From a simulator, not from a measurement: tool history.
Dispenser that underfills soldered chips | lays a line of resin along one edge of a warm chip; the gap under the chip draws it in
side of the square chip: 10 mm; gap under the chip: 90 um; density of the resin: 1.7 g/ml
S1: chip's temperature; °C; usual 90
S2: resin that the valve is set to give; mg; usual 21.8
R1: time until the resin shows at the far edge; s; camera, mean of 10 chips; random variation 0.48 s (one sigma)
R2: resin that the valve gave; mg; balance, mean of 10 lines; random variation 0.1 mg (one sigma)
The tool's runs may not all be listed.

{"run": 1, "hour": 0.0, "S1": 90, "S2": 21.8, "R1": 40.1, "R2": 20.85}
{"run": 2, "hour": 2.9, "S1": 90, "S2": 21.8, "R1": 43.2, "R2": 20.89}
{"run": 3, "hour": 5.6, "S1": 90, "S2": 24.7, "R1": 44.5, "R2": 23.53}
{"run": 4, "hour": 8.9, "S1": 90, "S2": 24.7, "R1": 48.4, "R2": 23.52}
{"hour": 11.7, "done": "new syringe of resin"}
{"run": 5, "hour": 12.9, "S1": 90, "S2": 21.8, "R1": 39.9, "R2": 20.66}
{"run": 6, "hour": 17.6, "S1": 90, "S2": 21.8, "R1": 44.4, "R2": 20.7}
{"run": 7, "hour": 19.9, "S1": 90, "S2": 21.8, "R1": 46.1, "R2": 20.45}
{"run": 8, "hour": 23.4, "S1": 90, "S2": 21.8, "R1": 49.8, "R2": 20.35}
{"hour": 25.6, "done": "new syringe of resin"}
{"run": 9, "hour": 29.0, "S1": 90, "S2": 21.8, "R1": 41.2, "R2": 20.51}
{"run": 10, "hour": 31.4, "S1": 78, "S2": 21.8, "R1": 66.1, "R2": 20.6}
{"run": 11, "hour": 35.6, "S1": 94, "S2": 21.8, "R1": 40.6, "R2": 20.49}
{"hour": 39.7, "done": "new syringe of resin"}
{"run": 12, "hour": 40.2, "S1": 94, "S2": 21.8, "R1": 33.9, "R2": 20.36}
{"run": 13, "hour": 45.8, "S1": 83, "S2": 21.8, "R1": 56.4, "R2": 20.29}
{"run": 14, "hour": 49.7, "S1": 90, "S2": 21.8, "R1": 47.0, "R2": 20.43}
{"hour": 53.7, "done": "new syringe of resin"}
{"run": 15, "hour": 53.8, "S1": 86, "S2": 26.5, "R1": 43.7, "R2": 24.72}
{"run": 16, "hour": 56.8, "S1": 84, "S2": 18.9, "R1": 55.0, "R2": 17.61}
{"run": 17, "hour": 59.6, "S1": 90, "S2": 22.0, "R1": 43.6, "R2": 20.6}
{"run": 18, "hour": 62.6, "S1": 90, "S2": 22.0, "R1": 47.4, "R2": 20.42}
{"run": 19, "hour": 65.3, "S1": 90, "S2": 22.0, "R1": 48.7, "R2": 20.45}
{"hour": 67.8, "done": "new syringe of resin"}
{"run": 20, "hour": 70.3, "S1": 87, "S2": 21.6, "R1": 44.8, "R2": 20.0}
{"run": 21, "hour": 73.2, "S1": 78, "S2": 19.2, "R1": 69.4, "R2": 17.81}
{"run": 22, "hour": 78.0, "S1": 78, "S2": 19.2, "R1": 75.4, "R2": 17.77}
{"run": 23, "hour": 81.2, "S1": 100, "S2": 25.8, "R1": 34.8, "R2": 23.79}
{"hour": 81.9, "done": "new syringe of resin"}
{"run": 24, "hour": 85.7, "S1": 105, "S2": 22.2, "R1": 25.6, "R2": 20.29}
{"run": 25, "hour": 91.3, "S1": 105, "S2": 22.2, "R1": 28.5, "R2": 20.37}
{"hour": 95.7, "done": "new syringe of resin"}
{"run": 26, "hour": 95.9, "S1": 86, "S2": 19.2, "R1": 47.2, "R2": 17.55}
{"run": 27, "hour": 100.4, "S1": 99, "S2": 19.5, "R1": 33.5, "R2": 17.87}
{"run": 28, "hour": 105.7, "S1": 99, "S2": 19.5, "R1": 37.5, "R2": 17.82}

Forecast each of these 4 alternatives for the next run:
{"hour": 109.6, "done": "new syringe of resin"}
{"run": "A", "hour": 111.0, "S1": 104, "S2": 21.8, "R1": "?", "R2": "?"}
{"hour": 109.6, "done": "new syringe of resin"}
{"run": "B", "hour": 111.0, "S1": 89, "S2": 21.8, "R1": "?", "R2": "?"}
{"hour": 109.6, "done": "new syringe of resin"}
{"run": "C", "hour": 111.0, "S1": 89, "S2": 19.5, "R1": "?", "R2": "?"}
{"hour": 109.6, "done": "new syringe of resin"}
{"run": "D", "hour": 111.0, "S1": 78, "S2": 27.3, "R1": "?", "R2": "?"}

run=A R1=25.0 R2=19.98
run=B R1=41.8 R2=19.68
run=C R1=42.5 R2=17.54
run=D R1=58.2 R2=24.67
Without the tool's hidden state the same runs would have given:
run=A R1=23.5 R2=22.01
run=B R1=39.3 R2=21.69
run=C R1=39.3 R2=19.34
run=D R1=55.5 R2=27.20
